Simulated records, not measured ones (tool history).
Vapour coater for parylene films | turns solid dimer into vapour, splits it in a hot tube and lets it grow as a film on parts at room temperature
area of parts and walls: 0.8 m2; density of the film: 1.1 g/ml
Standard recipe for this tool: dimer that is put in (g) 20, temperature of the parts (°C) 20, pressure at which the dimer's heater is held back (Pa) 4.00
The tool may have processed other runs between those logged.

run    hour  dimer that is put in (g)  temperature of the parts (°C)  pressure at which the dimer's heater is held back (Pa)  thickness of the film (um)
  1     0.0                        20                             20                                                    4.00                       16.32
  2    82.5                        20                             20                                                    4.00                       15.97
  3   156.6                        20                             20                                                    4.00                       16.17
  4   213.4                        20                             20                                                    4.00                       15.99
      228.5  -- trap's valve overhauled
  5   298.5                        20                             20                                                    4.00                       16.18
  6   348.1                        35                             20                                                    4.00                       28.29
  7   398.0                        35                             20                                                    4.00                       27.95
  8   449.0                        35                             20                                                    4.00                       28.21
  9   509.9                        35                             20                                                    4.00                       28.13
 10   549.0                        35                             20                                                    4.00                       28.32
 11   603.6                        35                             20                                                    4.00                       28.37
      642.5  -- trap's valve overhauled
 12   657.9                        20                             20                                                    4.00                       16.24
 13   706.6                        20                             13                                                    4.00                       22.57
 14   755.2                        20                             13                                                    4.00                       22.27
 15   826.9                        20                             13                                                    7.45                       21.19
 16   867.5                        20                             13                                                    7.45                       20.93
 17   943.5                        20                             13                                                    7.45                       20.88
 18  1004.8                        20                             20                                                    5.49                       15.76
     1056.5  -- trap's valve overhauled
 19  1071.1                        19                             20                                                    6.68                       14.53
 20  1116.8                        18                             20                                                    4.00                       14.65
 21  1154.9                        25                             31                                                    8.46                       10.73
 22  1195.5                        25                             31                                                    7.60                       10.92
 23  1255.1                        36                             31                                                    7.17                       15.75
 24  1310.5                        25                             19                                                    5.36                       20.18
 25  1346.8                        13                             29                                                    3.87                        6.79
 26  1406.8                        14                             15                                                    2.63                       15.22
 27  1446.9                        20                             19                                                    9.30                       15.21
     1474.7  -- trap's valve overhauled
 28  1507.2                        32                             20                                                    4.24                       25.71
 29  1561.4                        28                             20                                                    3.36                       23.17
 30  1606.2                        28                             20                                                    3.36                       23.17
 31  1688.5                        13                             12                                                    3.36                       14.45
 32  1746.7                        18                             25                                                    2.84                       11.87
 33  1803.3                        25                             20                                                    4.00                       20.48
 34  1874.0                        29                             25                                                    7.05                       16.98
     1892.9  -- trap's valve overhauled
 35  1925.4                        29                             25                                                    5.24                       17.99
 36  1962.9                        29                             25                                                    7.91                       16.92

4 ways to go on from here, each from the tool as it stands after run 36. What would each give?
  A  2002.0                        29                             17                                                    2.32                           ?
  B  2002.0                        31                             29                                                    4.00                           ?
  C  2002.0                        11                             27                                                    3.42                           ?
  D  2002.0                        11                             14                                                    4.00                           ?

run  thickness of the film (um)
  A                       29.12
  B                       16.29
  C                        6.42
  D                       12.01
Take away the tool's hidden state, keep each run's random variation, and the runs would have read:
run  thickness of the film (um)
  A                       29.07
  B                       16.26
  C                        6.41
  D                       11.98

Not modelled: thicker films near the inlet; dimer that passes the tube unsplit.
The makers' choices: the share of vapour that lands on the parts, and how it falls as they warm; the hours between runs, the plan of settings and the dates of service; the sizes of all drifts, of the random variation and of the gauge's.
